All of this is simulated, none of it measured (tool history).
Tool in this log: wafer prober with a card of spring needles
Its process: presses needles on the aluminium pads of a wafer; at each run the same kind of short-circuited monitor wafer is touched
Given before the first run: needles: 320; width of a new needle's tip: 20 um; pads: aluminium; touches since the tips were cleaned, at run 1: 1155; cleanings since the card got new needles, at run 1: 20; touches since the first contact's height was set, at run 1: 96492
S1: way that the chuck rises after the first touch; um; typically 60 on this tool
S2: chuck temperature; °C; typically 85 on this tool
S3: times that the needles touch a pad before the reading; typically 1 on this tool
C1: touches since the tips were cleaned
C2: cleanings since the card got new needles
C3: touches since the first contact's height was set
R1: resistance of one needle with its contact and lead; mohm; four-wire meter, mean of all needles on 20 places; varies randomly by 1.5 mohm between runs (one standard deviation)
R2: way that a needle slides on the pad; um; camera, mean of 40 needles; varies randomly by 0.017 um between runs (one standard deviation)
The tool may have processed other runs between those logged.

Run 1, hour 0.0: usual settings; C1 1155; C2 20; C3 96492. Result: R1 142 mohm, R2 10.23 um.
At hour 15.9: tips cleaned on abrasive film.
At hour 20.3: height of the first contact set anew.
Run 2, hour 30.0: usual settings; C1 3661; C2 21; C3 2577. Result: R1 146 mohm, R2 10.26 um.
At hour 33.2: tips cleaned on abrasive film.
At hour 50.8: tips cleaned on abrasive film.
Run 3, hour 50.9: usual settings; C1 13; C2 23; C3 8007. Result: R1 139 mohm, R2 10.25 um.
At hour 68.0: tips cleaned on abrasive film.
Run 4, hour 82.9: usual settings; C1 3920; C2 24; C3 16423. Result: R1 143 mohm, R2 10.24 um.
At hour 85.4: tips cleaned on abrasive film.
At hour 105.4: tips cleaned on abrasive film.
Run 5, hour 108.0: usual settings but S1 71 um; C1 699; C2 26; C3 22986. Result: R1 139 mohm, R2 12.16 um.
At hour 123.1: tips cleaned on abrasive film.
Run 6, hour 126.7: usual settings but S1 71 um; C1 953; C2 27; C3 27888. Result: R1 140 mohm, R2 12.18 um.
At hour 141.6: tips cleaned on abrasive film.
At hour 159.8: tips cleaned on abrasive film.
Run 7, hour 170.7: usual settings but S1 71 um; C1 2871; C2 29; C3 39425. Result: R1 138 mohm, R2 12.13 um.
At hour 178.9: tips cleaned on abrasive film.
Run 8, hour 194.6: usual settings but S1 71 um; C1 4129; C2 30; C3 45691. Result: R1 139 mohm, R2 12.21 um.
At hour 197.5: tips cleaned on abrasive film.
At hour 216.1: tips cleaned on abrasive film.
Run 9, hour 228.2: usual settings but S1 71 um; C1 3182; C2 32; C3 54482. Result: R1 142 mohm, R2 12.21 um.
At hour 234.3: tips cleaned on abrasive film.
At hour 252.4: tips cleaned on abrasive film.
Run 10, hour 265.1: usual settings but S2 48 °C; C1 3335; C2 34; C3 64152. Result: R1 135 mohm, R2 10.35 um.
At hour 270.7: tips cleaned on abrasive film.
At hour 288.5: tips cleaned on abrasive film.
Run 11, hour 291.7: usual settings but S2 48 °C; C1 863; C2 36; C3 71130. Result: R1 138 mohm, R2 10.34 um.
At hour 308.3: tips cleaned on abrasive film.
At hour 326.5: tips cleaned on abrasive film.
Run 12, hour 331.1: usual settings but S2 56 °C; C1 1217; C2 38; C3 81448. Result: R1 135 mohm, R2 10.35 um.
At hour 345.4: tips cleaned on abrasive film.
At hour 362.8: tips cleaned on abrasive film.
Run 13, hour 374.5: usual settings but S2 56 °C; C1 3094; C2 40; C3 92834. Result: R1 140 mohm, R2 10.35 um.
At hour 382.8: tips cleaned on abrasive film.
At hour 400.5: tips cleaned on abrasive film.
Run 14, hour 400.5: usual settings but S1 46 um; C1 0; C2 42; C3 99617. Result: R1 150 mohm, R2 7.93 um.
At hour 407.6: height of the first contact set anew.
At hour 418.1: tips cleaned on abrasive film.
Run 15, hour 420.0: usual settings but S1 46 um; C1 503; C2 43; C3 3245. Result: R1 151 mohm, R2 7.97 um.

Run 16 has not been measured yet. What should we expect?
At hour 435.6: tips cleaned on abrasive film.
At hour 455.4: tips cleaned on abrasive film.
Run 16, hour 455.7: usual settings but S1 46 um; C1 78; C2 45; C3 12618. Result: R1 ?, R2 ?.

Run 16 yielded R1 150 mohm, R2 7.95 um.
Were there no unlogged condition in the tool, this run, its random variation unchanged, would have produced R1 150 mohm, R2 7.84 um.
